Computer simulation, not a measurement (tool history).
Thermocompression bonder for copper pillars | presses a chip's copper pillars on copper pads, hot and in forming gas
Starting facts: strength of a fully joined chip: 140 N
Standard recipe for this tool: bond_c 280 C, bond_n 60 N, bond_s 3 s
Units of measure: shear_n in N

run	hour	bond_c	bond_n	bond_s	shear_n
1	0	280	60	3	85.5
2	5.7	280	66	3	91.5
3	13.9	280	66	3	90.2
4	21.5	280	66	3	92.1
5	30.3	280	66	3	89.5
6	36.3	280	66	3	89.8
7	42.5	280	40	3	56.9
8	47.5	280	65	3	86.4
9	54	280	65	4	94.1
10	60.4	280	65	4	94.4
11	66.9	264	60	9	91.9
12	74.6	279	41	2	48.5
13	80.1	280	64	3	84.1
14	86.1	253	45	5	48.9
15	94.8	253	45	5	48.5
16	99.4	269	60	6	85.8

A few steps of shear_n between consecutive runs. Split each: what settings, incoming material and random variation would produce without the hidden state, and what is left over for the hidden state, along with gauge scatter present in only one of the two compared results (measured, and without hidden state):
Hidden conditions of the tool in this case: true temperature of the bond over the reading, C; force that reaches the chip, % of what is set; oxide that the forming gas leaves, % of the face; drift of the gauge itself on shear_n, %.
Run 11 -> 12: bond_c 264 -> 279, bond_n 60 -> 41, bond_s 9 -> 2. shear_n -43.4 N: hidden state +3.6, all else -47.
Run 15 -> 16: bond_c 253 -> 269, bond_n 45 -> 60, bond_s 5 -> 6. shear_n +37.3 N: hidden state -4.3, all else +41.6.
